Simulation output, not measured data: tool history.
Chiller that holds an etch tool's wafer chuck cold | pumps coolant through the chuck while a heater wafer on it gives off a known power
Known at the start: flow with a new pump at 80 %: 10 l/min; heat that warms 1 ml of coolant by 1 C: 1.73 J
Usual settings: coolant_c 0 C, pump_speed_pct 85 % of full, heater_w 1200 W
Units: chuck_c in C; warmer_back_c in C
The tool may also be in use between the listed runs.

{"run": 1, "day": 0.0, "coolant_c": 0, "pump_speed_pct": 85, "heater_w": 1200, "chuck_c": 11.6, "warmer_back_c": 3.93}
{"run": 2, "day": 7.483, "coolant_c": 0, "pump_speed_pct": 85, "heater_w": 1200, "chuck_c": 11.6, "warmer_back_c": 3.89}
{"run": 3, "day": 13.129, "coolant_c": 0, "pump_speed_pct": 85, "heater_w": 1200, "chuck_c": 11.6, "warmer_back_c": 3.83}
{"run": 4, "day": 21.2, "coolant_c": 0, "pump_speed_pct": 85, "heater_w": 1200, "chuck_c": 11.8, "warmer_back_c": 3.93}
{"run": 5, "day": 30.617, "coolant_c": 0, "pump_speed_pct": 85, "heater_w": 1200, "chuck_c": 11.7, "warmer_back_c": 3.86}
{"run": 6, "day": 38.096, "coolant_c": 4, "pump_speed_pct": 85, "heater_w": 1200, "chuck_c": 15.4, "warmer_back_c": 3.79}
{"run": 7, "day": 46.596, "coolant_c": 0, "pump_speed_pct": 85, "heater_w": 1060, "chuck_c": 10.4, "warmer_back_c": 3.27}
{"run": 8, "day": 52.512, "coolant_c": 0, "pump_speed_pct": 85, "heater_w": 1060, "chuck_c": 10.3, "warmer_back_c": 3.2}
{"run": 9, "day": 58.896, "coolant_c": 0, "pump_speed_pct": 85, "heater_w": 1200, "chuck_c": 11.5, "warmer_back_c": 3.65}
{"run": 10, "day": 66.046, "coolant_c": 0, "pump_speed_pct": 85, "heater_w": 1200, "chuck_c": 11.6, "warmer_back_c": 3.67}
{"run": 11, "day": 71.692, "coolant_c": 0, "pump_speed_pct": 85, "heater_w": 1200, "chuck_c": 11.8, "warmer_back_c": 3.68}
{"run": 12, "day": 76.767, "coolant_c": 0, "pump_speed_pct": 85, "heater_w": 1200, "chuck_c": 11.7, "warmer_back_c": 3.61}
{"run": 13, "day": 82.938, "coolant_c": 0, "pump_speed_pct": 85, "heater_w": 1200, "chuck_c": 11.4, "warmer_back_c": 3.56}
{"day": 86.025, "done": "chiller's thermometer calibrated"}
{"day": 91.667, "done": "gauge calibrated"}
{"run": 14, "day": 92.154, "coolant_c": 0, "pump_speed_pct": 85, "heater_w": 1200, "chuck_c": 11.5, "warmer_back_c": 3.91}
{"run": 15, "day": 95.954, "coolant_c": 0, "pump_speed_pct": 80, "heater_w": 1200, "chuck_c": 12, "warmer_back_c": 4.1}
{"run": 16, "day": 100.608, "coolant_c": 0, "pump_speed_pct": 85, "heater_w": 1200, "chuck_c": 11.7, "warmer_back_c": 3.89}
{"run": 17, "day": 108.142, "coolant_c": -3, "pump_speed_pct": 72, "heater_w": 649, "chuck_c": 3.8, "warmer_back_c": 2.42}
{"run": 18, "day": 112.179, "coolant_c": 5, "pump_speed_pct": 79, "heater_w": 1200, "chuck_c": 17.2, "warmer_back_c": 4.09}
{"run": 19, "day": 120.954, "coolant_c": 5, "pump_speed_pct": 79, "heater_w": 1200, "chuck_c": 17.2, "warmer_back_c": 4.06}
{"run": 20, "day": 127.558, "coolant_c": 5, "pump_speed_pct": 79, "heater_w": 1200, "chuck_c": 17, "warmer_back_c": 4.1}
{"run": 21, "day": 136.292, "coolant_c": 5, "pump_speed_pct": 79, "heater_w": 1200, "chuck_c": 17.2, "warmer_back_c": 3.97}
{"run": 22, "day": 144.308, "coolant_c": 5, "pump_speed_pct": 72, "heater_w": 1654, "chuck_c": 22.6, "warmer_back_c": 6.2}
{"run": 23, "day": 153.042, "coolant_c": 9, "pump_speed_pct": 93, "heater_w": 1250, "chuck_c": 20.2, "warmer_back_c": 3.5}
{"day": 160.196, "done": "coolant pump overhauled"}
{"run": 24, "day": 160.625, "coolant_c": -8, "pump_speed_pct": 99, "heater_w": 724, "chuck_c": -1.8, "warmer_back_c": 1.72}
{"run": 25, "day": 164.962, "coolant_c": -8, "pump_speed_pct": 99, "heater_w": 724, "chuck_c": -1.5, "warmer_back_c": 1.77}
{"run": 26, "day": 168.917, "coolant_c": 2, "pump_speed_pct": 85, "heater_w": 1200, "chuck_c": 13.7, "warmer_back_c": 3.62}
{"run": 27, "day": 174.271, "coolant_c": -3, "pump_speed_pct": 91, "heater_w": 1200, "chuck_c": 8.1, "warmer_back_c": 3.34}
{"run": 28, "day": 183.129, "coolant_c": 0, "pump_speed_pct": 86, "heater_w": 1792, "chuck_c": 17.1, "warmer_back_c": 5.45}
{"run": 29, "day": 191.579, "coolant_c": -3, "pump_speed_pct": 86, "heater_w": 916, "chuck_c": 5.7, "warmer_back_c": 2.55}
{"run": 30, "day": 195.612, "coolant_c": -5, "pump_speed_pct": 85, "heater_w": 797, "chuck_c": 2.8, "warmer_back_c": 2.14}
{"run": 31, "day": 200.55, "coolant_c": -5, "pump_speed_pct": 85, "heater_w": 797, "chuck_c": 2.8, "warmer_back_c": 2.12}

Forecast each of these 5 alternatives for the next run:
{"run": "A", "day": 206.642, "coolant_c": 0, "pump_speed_pct": 94, "heater_w": 1327, "chuck_c": "?", "warmer_back_c": "?"}
{"run": "B", "day": 206.642, "coolant_c": -2, "pump_speed_pct": 83, "heater_w": 797, "chuck_c": "?", "warmer_back_c": "?"}
{"run": "C", "day": 206.642, "coolant_c": -2, "pump_speed_pct": 85, "heater_w": 1200, "chuck_c": "?", "warmer_back_c": "?"}
{"run": "D", "day": 206.642, "coolant_c": 8, "pump_speed_pct": 72, "heater_w": 1557, "chuck_c": "?", "warmer_back_c": "?"}
{"run": "E", "day": 206.642, "coolant_c": -8, "pump_speed_pct": 72, "heater_w": 625, "chuck_c": "?", "warmer_back_c": "?"}

run=A chuck_c=12 warmer_back_c=3.43
run=B chuck_c=5.8 warmer_back_c=2.17
run=C chuck_c=9.7 warmer_back_c=3.42
run=D chuck_c=24.6 warmer_back_c=5.48
run=E chuck_c=-1.4 warmer_back_c=1.91
Without the tool's hidden state the same runs would have given:
run=A chuck_c=12 warmer_back_c=3.91
run=B chuck_c=5.8 warmer_back_c=2.64
run=C chuck_c=9.7 warmer_back_c=3.9
run=D chuck_c=24.6 warmer_back_c=5.96
run=E chuck_c=-1.4 warmer_back_c=2.39
